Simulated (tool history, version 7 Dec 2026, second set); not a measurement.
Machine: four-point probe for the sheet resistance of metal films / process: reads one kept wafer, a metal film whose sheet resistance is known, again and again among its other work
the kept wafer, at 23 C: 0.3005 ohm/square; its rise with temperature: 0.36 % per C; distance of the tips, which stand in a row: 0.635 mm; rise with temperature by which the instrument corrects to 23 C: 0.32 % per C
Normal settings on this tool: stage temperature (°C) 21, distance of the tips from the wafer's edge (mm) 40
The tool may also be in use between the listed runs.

| run | hour | stage temperature (°C) | distance of the tips from the wafer's edge (mm) | sheet resistance as the instrument gives it (ohm/square) |
|---|---|---|---|---|
| 1 | 0 | 21 | 40 | 0.303968 |
| 2 | 46.8 | 21 | 40 | 0.304084 |
|  | 63.6 | new probe head fitted |
| 3 | 143.5 | 21 | 40 | 0.301096 |
| 4 | 214.4 | 21 | 40 | 0.301305 |
| 5 | 321.4 | 21 | 40 | 0.301419 |
| 6 | 402 | 21 | 70 | 0.301498 |
| 7 | 511.2 | 21 | 70 | 0.301765 |
| 8 | 598.5 | 30 | 6 | 0.304887 |
| 9 | 695.5 | 21 | 39 | 0.302214 |
|  | 704.7 | stage's thermometer calibrated |
| 10 | 754 | 21 | 39 | 0.302135 |
| 11 | 807.8 | 26 | 55 | 0.302851 |
| 12 | 858.8 | 21 | 10 | 0.303018 |

Each row is a separate what-if for the run after 12, all from the same tool condition, not one after another. Results?
| A | 961.5 | 23 | 7 | ? |
| B | 961.5 | 23 | 24 | ? |
| C | 961.5 | 32 | 10 | ? |
| D | 961.5 | 33 | 40 | ? |

| run | sheet resistance as the instrument gives it (ohm/square) |
|---|---|
| A | 0.30417 |
| B | 0.302874 |
| C | 0.304457 |
| D | 0.303989 |
With the hidden condition removed and each run's random variation left untouched, the same runs would have given:
| run | sheet resistance as the instrument gives it (ohm/square) |
|---|---|
| A | 0.301882 |
| B | 0.300595 |
| C | 0.302155 |
| D | 0.301689 |
